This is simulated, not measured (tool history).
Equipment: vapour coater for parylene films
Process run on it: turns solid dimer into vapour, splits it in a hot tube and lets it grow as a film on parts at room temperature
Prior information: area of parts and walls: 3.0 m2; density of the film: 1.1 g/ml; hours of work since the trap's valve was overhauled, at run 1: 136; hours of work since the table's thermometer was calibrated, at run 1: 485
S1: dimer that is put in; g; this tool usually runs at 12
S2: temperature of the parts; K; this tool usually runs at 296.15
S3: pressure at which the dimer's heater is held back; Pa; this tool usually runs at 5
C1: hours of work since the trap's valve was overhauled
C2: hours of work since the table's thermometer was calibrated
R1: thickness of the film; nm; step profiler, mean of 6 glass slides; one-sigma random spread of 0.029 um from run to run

run,hour,S1,S2,S3,C1,C2,R1
1,0,12,296.15,5,136,485,2590
2,15.7,12,296.15,5,148,496,2600
3,35.3,6,296.15,5,162,511,1330
4,49.1,6,296.15,5,173,522,1360
5,70.4,8,296.15,5,189,538,1750
6,92.8,8,296.15,5,206,555,1720
7,111.9,8,296.15,5,220,569,1720
8,123.9,11,292.15,9.24,230,578,2430

Run 9 has not been measured yet. What should we expect?
9,138.6,7,296.15,5,241,589,?

R1: 1500 nm
Had the tool carried no hidden state, the very same run would have given R1 1560 nm.
